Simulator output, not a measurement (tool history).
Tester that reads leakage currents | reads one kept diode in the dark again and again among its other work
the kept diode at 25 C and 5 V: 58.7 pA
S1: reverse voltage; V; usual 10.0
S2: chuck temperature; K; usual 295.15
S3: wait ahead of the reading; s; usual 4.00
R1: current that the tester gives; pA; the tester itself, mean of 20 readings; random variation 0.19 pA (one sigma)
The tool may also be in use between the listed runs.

run   hour    S1      S2    S3      R1
  1    0.0  10.0  295.15  4.00   65.69
  2   41.7  10.0  295.15  4.00   66.09
  3   76.6  10.0  293.15  4.00   56.41
  4  125.7  10.0  294.15  4.00   61.33
  5  175.7  10.0  294.15  4.00   61.22
  6  232.9  10.0  294.15  4.00   62.17
  7  278.8  10.0  294.15  4.00   62.09
  8  330.5  10.0  294.15  4.00   62.47
  9  355.0   3.5  295.15  4.00   42.54
 10  406.3   3.5  295.15  4.00   43.01
 11  441.2   3.5  295.15  4.00   42.89
 12  484.7   3.5  295.15  4.00   42.95
 13  532.6   1.4  313.15  4.00  113.96
     540.4  -- probe card cleaned and baked
 14  590.2  17.3  327.15  0.93  890.32
 15  628.6   4.4  316.15  0.44  236.27
 16  675.8   4.4  316.15  0.44  237.20
 17  731.9   4.4  316.15  2.54  237.11
 18  765.7   2.3  316.15  2.54  178.72
 19  799.2   7.2  296.15  1.93   66.80
 20  829.3   7.2  296.15  1.93   66.85

Forecast run 21:
 21  854.5  10.0  314.15  9.69   ?

Run 21 gave R1 294.74 pA.
Without the tool's hidden state the same run would have given R1 268.47 pA.

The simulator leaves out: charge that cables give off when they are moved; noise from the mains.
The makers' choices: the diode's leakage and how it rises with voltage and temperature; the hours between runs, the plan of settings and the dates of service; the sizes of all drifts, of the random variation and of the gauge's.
